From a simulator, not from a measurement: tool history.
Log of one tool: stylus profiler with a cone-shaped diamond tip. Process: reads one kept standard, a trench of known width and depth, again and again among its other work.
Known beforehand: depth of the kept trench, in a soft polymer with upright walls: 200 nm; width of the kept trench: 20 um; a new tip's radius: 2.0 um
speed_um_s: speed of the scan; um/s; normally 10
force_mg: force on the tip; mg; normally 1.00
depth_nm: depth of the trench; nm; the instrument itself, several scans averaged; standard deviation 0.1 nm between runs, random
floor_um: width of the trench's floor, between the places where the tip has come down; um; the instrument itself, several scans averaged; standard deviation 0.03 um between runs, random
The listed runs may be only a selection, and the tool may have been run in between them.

| run | day | speed_um_s | force_mg | depth_nm | floor_um |
|---|---|---|---|---|---|
| 1 | 0.000 | 10 | 1.00 | 202.18 | 17.90 |
| 2 | 0.738 | 10 | 1.00 | 202.16 | 17.88 |
| 3 | 2.050 | 10 | 1.00 | 202.22 | 17.88 |
| 4 | 2.979 | 2 | 1.00 | 202.44 | 17.94 |
| 5 | 3.996 | 10 | 0.58 | 201.71 | 17.86 |
| 6 | 5.358 | 10 | 0.58 | 201.65 | 17.82 |
| 7 | 6.204 | 10 | 0.58 | 201.80 | 17.79 |
| 8 | 7.117 | 10 | 0.58 | 201.87 | 17.80 |
| 9 | 8.350 | 10 | 1.64 | 202.97 | 17.94 |
| 10 | 9.346 | 10 | 0.97 | 202.26 | 17.86 |
| 11 | 10.729 | 24 | 1.00 | 202.23 | 17.72 |
| 12 | 11.792 | 24 | 1.00 | 202.39 | 17.66 |
| 13 | 12.929 | 10 | 1.00 | 202.16 | 17.79 |
| 14 | 14.250 | 10 | 1.00 | 202.34 | 17.77 |
| 15 | 15.271 | 10 | 1.00 | 202.35 | 17.79 |
| 16 | 16.317 | 10 | 1.00 | 202.39 | 17.84 |
| 17 | 17.246 | 10 | 1.00 | 202.46 | 17.74 |
| 18 | 18.233 | 10 | 1.00 | 202.46 | 17.85 |
| 19 | 19.067 | 10 | 1.00 | 202.47 | 17.76 |
| 20 | 19.846 | 10 | 1.00 | 202.34 | 17.72 |
| 21 | 20.629 | 10 | 1.00 | 202.36 | 17.77 |
| 22 | 21.258 | 10 | 1.00 | 202.49 | 17.73 |
| 23 | 21.925 | 10 | 1.00 | 202.38 | 17.77 |
| 24 | 22.746 | 10 | 1.00 | 202.37 | 17.71 |
| 25 | 24.062 | 10 | 1.00 | 202.38 | 17.76 |
| 26 | 25.225 | 7 | 1.00 | 202.49 | 17.80 |
| 27 | 26.362 | 24 | 1.77 | 203.27 | 17.61 |
| 28 | 27.092 | 24 | 1.77 | 203.33 | 17.68 |
| 29 | 27.775 | 25 | 0.50 | 201.94 | 17.44 |
| 30 | 28.450 | 3 | 0.49 | 201.77 | 17.75 |
| 31 | 29.733 | 3 | 2.61 | 204.10 | 17.76 |
|  | 29.888 | height scale calibrated on a step standard |
| 32 | 30.812 | 3 | 2.61 | 204.37 | 17.73 |
| 33 | 31.596 | 3 | 2.61 | 204.13 | 17.77 |
| 34 | 32.542 | 3 | 0.52 | 202.26 | 17.71 |
| 35 | 33.558 | 24 | 0.55 | 201.99 | 17.52 |
|  | 34.329 | height scale calibrated on a step standard, once more |
| 36 | 34.408 | 24 | 0.55 | 201.26 | 17.43 |
| 37 | 35.458 | 17 | 1.05 | 201.81 | 17.60 |
| 38 | 36.838 | 17 | 1.05 | 201.92 | 17.55 |
| 39 | 37.950 | 3 | 0.51 | 201.22 | 17.71 |
| 40 | 38.804 | 3 | 0.51 | 201.08 | 17.70 |
| 41 | 39.650 | 40 | 0.43 | 201.05 | 17.18 |
| 42 | 40.821 | 22 | 1.44 | 202.34 | 17.59 |
| 43 | 41.754 | 3 | 2.08 | 202.97 | 17.72 |
| 44 | 42.546 | 8 | 1.00 | 201.93 | 17.65 |

Run 45 is up next; what results do you expect?
| 45 | 43.354 | 27 | 1.00 | ? | ? |

depth_nm: 201.74 nm
floor_um: 17.54 um
On a tool with no hidden condition, and with the same random variation, this run would have come out at depth_nm 201.70 nm, floor_um 18.07 um.
